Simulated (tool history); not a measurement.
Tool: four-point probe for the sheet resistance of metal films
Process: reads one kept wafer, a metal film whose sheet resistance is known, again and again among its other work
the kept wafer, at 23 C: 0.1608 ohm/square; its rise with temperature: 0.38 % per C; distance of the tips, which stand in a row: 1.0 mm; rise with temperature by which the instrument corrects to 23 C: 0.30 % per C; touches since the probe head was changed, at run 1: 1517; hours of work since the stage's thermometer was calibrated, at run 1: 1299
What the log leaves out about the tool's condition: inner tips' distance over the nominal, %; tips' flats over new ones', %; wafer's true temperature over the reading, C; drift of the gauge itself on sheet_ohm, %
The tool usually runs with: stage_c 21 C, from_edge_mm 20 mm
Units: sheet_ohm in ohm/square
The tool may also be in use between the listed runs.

| run | hour | stage_c | from_edge_mm | touches since the probe head was changed | hours of work since the stage's thermometer was calibrated | sheet_ohm |
|---|---|---|---|---|---|---|
| 1 | 0.0 | 21 | 20 | 1517 | 1299 | 0.161599 |
| 2 | 43.7 | 21 | 20 | 2266 | 1321 | 0.161683 |
| 3 | 93.9 | 21 | 20 | 3128 | 1348 | 0.161677 |
| 4 | 124.0 | 35 | 20 | 3644 | 1363 | 0.163556 |
| 5 | 168.3 | 35 | 20 | 4403 | 1387 | 0.163581 |
| 6 | 208.5 | 35 | 12 | 5093 | 1408 | 0.163978 |
|  | 212.2 | stage's thermometer calibrated |
| 7 | 253.8 | 21 | 20 | 5861 | 22 | 0.161885 |
| 8 | 319.4 | 21 | 20 | 6986 | 56 | 0.161869 |
| 9 | 362.1 | 21 | 20 | 7720 | 78 | 0.161890 |
| 10 | 410.0 | 21 | 20 | 8541 | 103 | 0.161930 |
|  | 422.5 | stage's thermometer calibrated, once more |
| 11 | 441.9 | 21 | 20 | 9080 | 10 | 0.161532 |
| 12 | 501.4 | 21 | 20 | 10099 | 41 | 0.161565 |
| 13 | 536.7 | 28 | 47 | 10705 | 60 | 0.162340 |
| 14 | 600.9 | 28 | 4 | 11805 | 93 | 0.167659 |
| 15 | 630.1 | 26 | 12 | 12308 | 109 | 0.162687 |
| 16 | 698.6 | 26 | 12 | 13482 | 144 | 0.162735 |
| 17 | 726.6 | 25 | 6 | 13963 | 159 | 0.164407 |
| 18 | 790.1 | 25 | 6 | 15052 | 192 | 0.164396 |
| 19 | 828.0 | 24 | 4 | 15702 | 212 | 0.167166 |

4 options for the next run, each taken on its own from the tool as it stands now. Forecast them:
| A | 889.9 | 26 | 8 | 16763 | 244 | ? |
| B | 889.9 | 19 | 20 | 16763 | 244 | ? |
| C | 889.9 | 24 | 11 | 16763 | 244 | ? |
| D | 889.9 | 22 | 8 | 16763 | 244 | ? |

| run | sheet_ohm |
|---|---|
| A | 0.163546 |
| B | 0.161395 |
| C | 0.162651 |
| D | 0.162997 |
Without the tool's unlogged condition, the same runs would have read:
| run | sheet_ohm |
|---|---|
| A | 0.162549 |
| B | 0.160407 |
| C | 0.161658 |
| D | 0.162001 |

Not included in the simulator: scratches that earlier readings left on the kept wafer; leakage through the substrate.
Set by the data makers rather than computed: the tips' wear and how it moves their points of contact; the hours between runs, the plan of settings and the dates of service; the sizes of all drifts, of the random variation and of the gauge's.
